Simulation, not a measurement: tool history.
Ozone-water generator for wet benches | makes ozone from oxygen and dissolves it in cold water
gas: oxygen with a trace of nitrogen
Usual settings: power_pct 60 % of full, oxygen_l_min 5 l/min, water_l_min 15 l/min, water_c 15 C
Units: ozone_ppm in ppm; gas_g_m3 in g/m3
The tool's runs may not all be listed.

run	hour	power_pct	oxygen_l_min	water_l_min	water_c	ozone_ppm	gas_g_m3
1	0	60	5	15	15	19.1	148.3
2	41.2	60	5	15	15	19.3	148
3	91.4	60	5	15	15	19.1	148.6
4	142.3	60	4.05	15	15	18.9	164.9
5	190.2	60	5	15	15	19.4	147.9
6	219.6	53	5	15	15	18.1	137.1
7	254	53	5	15	15	17.8	137.7
8	289.6	60	5	15	15	19.1	147.5
9	331.6	60	5	15	15	19.1	147.7
10	376.7	60	5	15	22	17.1	147.4
11	418.6	60	5	15	22	17.4	147.6
12	463.4	60	5	15	22	17.4	147.4
13	499.9	60	5	15	22	17	147.3
14	523	60	5	15	22	17	146.9
15	560.8	60	5	15	22	17	147.5
16	587.9	60	5	15	22	17.1	146.7
17	617.2	95	5	15	22	22.5	191.2

Run 18 comes next. What will it give?
18	667	95	3.18	15	9	?	?

Run 18 came out at ozone_ppm 25.8 ppm, gas_g_m3 241.1 g/m3.
Were there no unlogged condition in the tool, this run, its random variation unchanged, would have produced ozone_ppm 27.3 ppm, gas_g_m3 248 g/m3.

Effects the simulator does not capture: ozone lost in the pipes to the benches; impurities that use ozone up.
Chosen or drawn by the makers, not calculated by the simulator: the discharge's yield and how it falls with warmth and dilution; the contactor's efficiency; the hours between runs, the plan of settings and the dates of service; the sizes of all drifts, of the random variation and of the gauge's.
